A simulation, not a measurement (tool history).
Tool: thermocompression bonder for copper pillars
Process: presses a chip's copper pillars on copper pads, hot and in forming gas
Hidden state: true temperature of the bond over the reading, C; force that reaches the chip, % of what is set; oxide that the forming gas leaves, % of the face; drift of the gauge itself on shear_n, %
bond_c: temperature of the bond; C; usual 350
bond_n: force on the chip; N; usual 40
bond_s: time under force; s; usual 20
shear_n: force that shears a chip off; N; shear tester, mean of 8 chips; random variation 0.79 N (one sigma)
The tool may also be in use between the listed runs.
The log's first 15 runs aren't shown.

run	hour	bond_c	bond_n	bond_s	hours of work since the heater was calibrated	hours of work since the force cell was calibrated	hours of work since the gas filter was changed	shear_n
16	1079.1	321	40	20	94	733	181	43.7
# hour 1104.1: heater calibrated with a thermocouple chip, once more
17	1183.1	321	40	20	32	775	223	40.4
18	1255.6	321	40	20	62	805	252	40.6
# hour 1276.1: forming gas filter changed
19	1340.9	321	40	20	97	839	27	43.2
20	1431.6	321	40	20	134	876	64	41.8
21	1484.4	339	53	51	155	898	85	86.5
22	1548.5	330	43	33	182	924	112	59.4
23	1644.2	330	43	33	221	963	151	58.4
24	1734.9	330	43	33	258	1001	188	58.4
25	1801.9	330	30	17	285	1028	215	31.2
26	1852.1	358	39	17	306	1049	236	51.5
# hour 1907.4: forming gas filter changed
27	1911.9	373	47	15	330	1073	2	72.4
28	1965.3	373	47	15	352	1095	24	72
29	2033.9	373	46	15	380	1123	52	69.6
30	2080.6	366	40	21	399	1142	71	64.9
31	2132.8	350	43	24	421	1163	92	63.9
32	2215.9	325	31	20	455	1197	126	34.3
33	2307	379	52	17	492	1235	164	77.9
34	2383.5	379	52	17	523	1266	195	77.2
35	2461.9	379	52	17	555	1298	227	76
36	2506.1	367	26	17	573	1316	245	37.6
# hour 2539.9: forming gas filter changed
37	2604.9	350	52	40	614	1356	27	88.6
# hour 2629.9: force cell calibrated
38	2693.8	343	28	20	649	26	62	42.5

Forecast each of these 5 alternatives for the next run:
A	2747.3	364	42	26	671	48	84	?
B	2747.3	343	57	17	671	48	84	?
C	2747.3	343	28	15	671	48	84	?
D	2747.3	377	40	17	671	48	84	?
E	2747.3	336	26	21	671	48	84	?

run	shear_n
A	75.4
B	71.6
C	36.6
D	71.2
E	36.4
Without the tool's hidden state the same runs would have given:
run	shear_n
A	77.2
B	73.2
C	37.2
D	72.9
E	37.1
